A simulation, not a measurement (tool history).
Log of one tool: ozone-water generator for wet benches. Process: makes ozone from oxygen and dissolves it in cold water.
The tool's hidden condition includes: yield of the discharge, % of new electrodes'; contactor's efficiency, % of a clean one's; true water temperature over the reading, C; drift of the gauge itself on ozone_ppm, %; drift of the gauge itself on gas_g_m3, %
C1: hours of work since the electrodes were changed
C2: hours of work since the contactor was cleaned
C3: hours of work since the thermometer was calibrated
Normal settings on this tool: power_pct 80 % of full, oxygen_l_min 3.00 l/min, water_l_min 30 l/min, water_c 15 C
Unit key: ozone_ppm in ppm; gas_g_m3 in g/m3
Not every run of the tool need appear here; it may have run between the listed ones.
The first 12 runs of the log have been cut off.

run 13 hour=336.2 | power_pct=80 oxygen_l_min=3.00 water_l_min=30 water_c=15 | C1=1375 C2=4863 C3=862 | ozone_ppm=17.1 gas_g_m3=271.7
run 14 hour=371.9 | power_pct=80 oxygen_l_min=3.00 water_l_min=30 water_c=20 | C1=1400 C2=4889 C3=887 | ozone_ppm=16.4 gas_g_m3=271.4
run 15 hour=394.1 | power_pct=80 oxygen_l_min=3.00 water_l_min=30 water_c=20 | C1=1416 C2=4905 C3=903 | ozone_ppm=16.2 gas_g_m3=272.4
run 16 hour=415.5 | power_pct=80 oxygen_l_min=3.00 water_l_min=30 water_c=20 | C1=1432 C2=4920 C3=919 | ozone_ppm=16.4 gas_g_m3=274.3
run 17 hour=434.1 | power_pct=80 oxygen_l_min=3.00 water_l_min=30 water_c=20 | C1=1445 C2=4933 C3=932 | ozone_ppm=16.2 gas_g_m3=269.9
run 18 hour=474.5 | power_pct=94 oxygen_l_min=4.65 water_l_min=28 water_c=18 | C1=1474 C2=4962 C3=961 | ozone_ppm=21.2 gas_g_m3=240.1
run 19 hour=498.4 | power_pct=94 oxygen_l_min=4.65 water_l_min=28 water_c=18 | C1=1491 C2=4980 C3=978 | ozone_ppm=21.4 gas_g_m3=239.7
run 20 hour=524.7 | power_pct=68 oxygen_l_min=4.30 water_l_min=19 water_c=19 | C1=1510 C2=4999 C3=997 | ozone_ppm=23.1 gas_g_m3=196.9
run 21 hour=550.5 | power_pct=68 oxygen_l_min=4.30 water_l_min=19 water_c=19 | C1=1529 C2=5017 C3=1016 | ozone_ppm=23.2 gas_g_m3=197.9
run 22 hour=571.7 | power_pct=89 oxygen_l_min=3.00 water_l_min=30 water_c=15 | C1=1544 C2=5032 C3=1031 | ozone_ppm=18.4 gas_g_m3=292.1
run 23 hour=591.1 | power_pct=89 oxygen_l_min=2.18 water_l_min=43 water_c=15 | C1=1558 C2=5046 C3=1045 | ozone_ppm=11.0 gas_g_m3=350.0
run 24 hour=620.3 | power_pct=89 oxygen_l_min=2.18 water_l_min=43 water_c=15 | C1=1579 C2=5067 C3=1066 | ozone_ppm=11.0 gas_g_m3=351.2
run 25 hour=645.6 | power_pct=89 oxygen_l_min=2.18 water_l_min=43 water_c=15 | C1=1597 C2=5086 C3=1084 | ozone_ppm=11.1 gas_g_m3=348.5
run 26 hour=672.8 | power_pct=80 oxygen_l_min=3.99 water_l_min=30 water_c=15 | C1=1617 C2=5105 C3=1104 | ozone_ppm=17.7 gas_g_m3=230.5
run 27 hour=711.7 | power_pct=42 oxygen_l_min=3.23 water_l_min=20 water_c=19 | C1=1645 C2=5133 C3=1132 | ozone_ppm=15.0 gas_g_m3=164.7
run 28 hour=741.8 | power_pct=64 oxygen_l_min=3.64 water_l_min=39 water_c=19 | C1=1666 C2=5155 C3=1153 | ozone_ppm=10.9 gas_g_m3=207.1
run 29 hour=779.1 | power_pct=85 oxygen_l_min=3.00 water_l_min=30 water_c=15 | C1=1693 C2=5181 C3=1180 | ozone_ppm=17.2 gas_g_m3=278.6
run 30 hour=811.1 | power_pct=47 oxygen_l_min=3.00 water_l_min=28 water_c=15 | C1=1716 C2=5204 C3=1203 | ozone_ppm=12.4 gas_g_m3=183.0
run 31 hour=829.8 | power_pct=47 oxygen_l_min=3.36 water_l_min=41 water_c=15 | C1=1729 C2=5218 C3=1216 | ozone_ppm=8.3 gas_g_m3=173.5
run 32 hour=868.8 | power_pct=47 oxygen_l_min=3.36 water_l_min=41 water_c=15 | C1=1758 C2=5246 C3=1244 | ozone_ppm=8.2 gas_g_m3=172.4
run 33 hour=897.2 | power_pct=55 oxygen_l_min=3.00 water_l_min=28 water_c=15 | C1=1778 C2=5266 C3=1265 | ozone_ppm=14.1 gas_g_m3=206.4
run 34 hour=929.7 | power_pct=55 oxygen_l_min=3.00 water_l_min=28 water_c=15 | C1=1801 C2=5290 C3=1288 | ozone_ppm=13.6 gas_g_m3=205.2

3 ways to go on from here, each from the tool as it stands after run 34. What would each give?
run A hour=963.6 | power_pct=80 oxygen_l_min=2.30 water_l_min=30 water_c=15 | C1=1826 C2=5314 C3=1313 | ozone_ppm=? gas_g_m3=?
run B hour=963.6 | power_pct=80 oxygen_l_min=4.07 water_l_min=30 water_c=15 | C1=1826 C2=5314 C3=1313 | ozone_ppm=? gas_g_m3=?
run C hour=963.6 | power_pct=87 oxygen_l_min=3.00 water_l_min=28 water_c=15 | C1=1826 C2=5314 C3=1313 | ozone_ppm=? gas_g_m3=?

run=A ozone_ppm=15.8 gas_g_m3=310.5
run=B ozone_ppm=17.6 gas_g_m3=227.7
run=C ozone_ppm=18.9 gas_g_m3=283.3
With the hidden condition removed and each run's random variation left untouched, the same runs would have given:
run=A ozone_ppm=17.6 gas_g_m3=334.0
run=B ozone_ppm=19.7 gas_g_m3=245.0
run=C ozone_ppm=21.1 gas_g_m3=306.1
